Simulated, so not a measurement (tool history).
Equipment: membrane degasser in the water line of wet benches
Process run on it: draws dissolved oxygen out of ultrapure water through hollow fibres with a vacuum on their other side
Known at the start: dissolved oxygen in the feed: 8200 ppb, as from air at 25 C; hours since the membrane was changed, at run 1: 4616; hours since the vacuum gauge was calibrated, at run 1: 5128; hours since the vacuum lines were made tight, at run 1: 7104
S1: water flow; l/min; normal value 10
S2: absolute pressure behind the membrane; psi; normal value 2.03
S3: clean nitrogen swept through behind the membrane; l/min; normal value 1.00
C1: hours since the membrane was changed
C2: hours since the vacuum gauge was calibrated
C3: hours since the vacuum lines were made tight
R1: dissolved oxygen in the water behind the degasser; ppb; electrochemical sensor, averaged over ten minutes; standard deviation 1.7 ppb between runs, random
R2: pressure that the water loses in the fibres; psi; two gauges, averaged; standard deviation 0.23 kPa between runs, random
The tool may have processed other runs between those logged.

run,hour,S1,S2,S3,C1,C2,C3,R1,R2
1,0.0,10,2.03,1.00,4616,5128,7104,255.5,8.675
2,84.0,10,2.03,1.00,4700,5212,7188,254.6,8.604
3,145.6,10,2.03,1.00,4762,5274,7250,255.9,8.733
4,203.9,10,2.03,1.00,4820,5332,7308,254.9,8.615
5,290.9,10,2.03,1.00,4907,5419,7395,253.2,8.628
6,397.1,10,2.03,1.00,5013,5525,7501,257.8,8.598
7,495.7,10,2.03,1.00,5112,5624,7600,254.6,8.627
8,577.8,10,2.03,1.00,5194,5706,7682,256.6,8.589
# hour 668.8: seals of the vacuum lines changed
9,680.3,10,2.03,1.00,5295,5806,11,255.7,8.614
10,746.7,10,2.03,1.00,5361,5873,78,255.6,8.557
11,818.0,8,1.35,2.49,5432,5944,149,50.9,6.898
12,920.9,8,1.35,1.83,5535,6047,252,68.5,6.827
13,1029.8,8,1.35,1.83,5644,6156,361,67.2,6.814
14,1109.5,8,2.07,0.87,5724,6235,441,241.5,6.831
15,1161.0,7,2.28,1.68,5775,6287,492,128.1,6.013
16,1223.8,13,2.03,2.35,5838,6350,555,164.0,11.087
17,1332.6,13,2.03,2.35,5947,6459,664,163.8,11.103
18,1443.9,13,2.03,2.35,6058,6570,775,163.4,11.050
19,1560.5,13,2.03,2.35,6175,6686,892,163.7,11.023

Run 20 has not been measured yet. What should we expect?
20,1625.6,7,2.03,2.35,6240,6752,957,?,?

{"run 20": {"R1": 80.1, "R2": 5.947}}
Without the tool's hidden state the same run would have given R1 80.1 ppb, R2 6.048 psi.
